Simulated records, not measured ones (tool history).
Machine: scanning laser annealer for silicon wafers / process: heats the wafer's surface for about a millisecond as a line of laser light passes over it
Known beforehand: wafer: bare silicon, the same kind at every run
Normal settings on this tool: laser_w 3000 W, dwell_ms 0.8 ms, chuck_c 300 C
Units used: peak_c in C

run     day  laser_w  dwell_ms  chuck_c  peak_c
  1       0     3000       0.8      300    1033
  2   0.233     3000     0.723      300     998
  3   0.479     3000     0.723      300     998
  4   0.971     3000       0.7      300     990
  5   1.388     3000       0.7      300     985
  6   1.712     2619       0.7      300     873
  7   2.038     3000     0.567      300     924
  8   2.521     3000     0.567      300     921
  9   2.792     3000     0.969      300    1103
 10   3.192     3000     0.969      300    1105
 11   3.392     3000     0.969      300    1103
 12   3.871     3000       0.8      325    1057
 13   4.317     3000       0.8      325    1058
 14   4.667     3000       0.8      300    1034
 15   5.017     3000       0.8      300    1034
 16   5.283     3000       0.8      300    1034
 17   5.592     3000       0.8      300    1034
 18    5.85     3000       0.8      300    1037
 19   6.308     3000       0.8      300    1035
 20   6.692     2929       0.8      300    1007
 21   7.133     2929       0.8      300    1007
 22   7.558     2929       0.8      300    1009
 23   7.962     2803     0.861      282     973
 24   8.183     2803     0.591      334     913
 25   8.525     2803     0.591      334     908
 26   8.854     3280     0.591      334    1048
 27   9.321     2731     0.628      338     912
 28    9.55     2731     0.628      338     912
 29  10.038     3106     0.767      333    1087
 30  10.504     3008     0.628      301     953
 31  10.888     3128     0.959      272    1116
 32  11.238     2697     0.959      272     965
 33   11.65     2697     0.993      272     979
 34  11.908     3247       0.8      298    1114
 35  12.312     3267     0.631      311    1044
 36  12.654     3267     0.631      311    1042
 37  12.992     2590     0.569      302     812
 38  13.388     3284     0.968      261    1166
 39  13.604     3284     0.968      261    1169
 40  13.817     3000     0.834      263    1008

Each row is a separate what-if for the run after 40, all from the same tool condition, not one after another. Results?
  A  14.25     2726     0.645      300       ?
  B  14.25     2663     0.729      263       ?
  C  14.25     3000     0.883      263       ?
  D  14.25     3255     0.769      263       ?

run  peak_c
  A     879
  B     864
  C    1031
  D    1066
Without the tool's unlogged condition, the same runs would have read:
run  peak_c
  A     880
  B     865
  C    1031
  D    1066

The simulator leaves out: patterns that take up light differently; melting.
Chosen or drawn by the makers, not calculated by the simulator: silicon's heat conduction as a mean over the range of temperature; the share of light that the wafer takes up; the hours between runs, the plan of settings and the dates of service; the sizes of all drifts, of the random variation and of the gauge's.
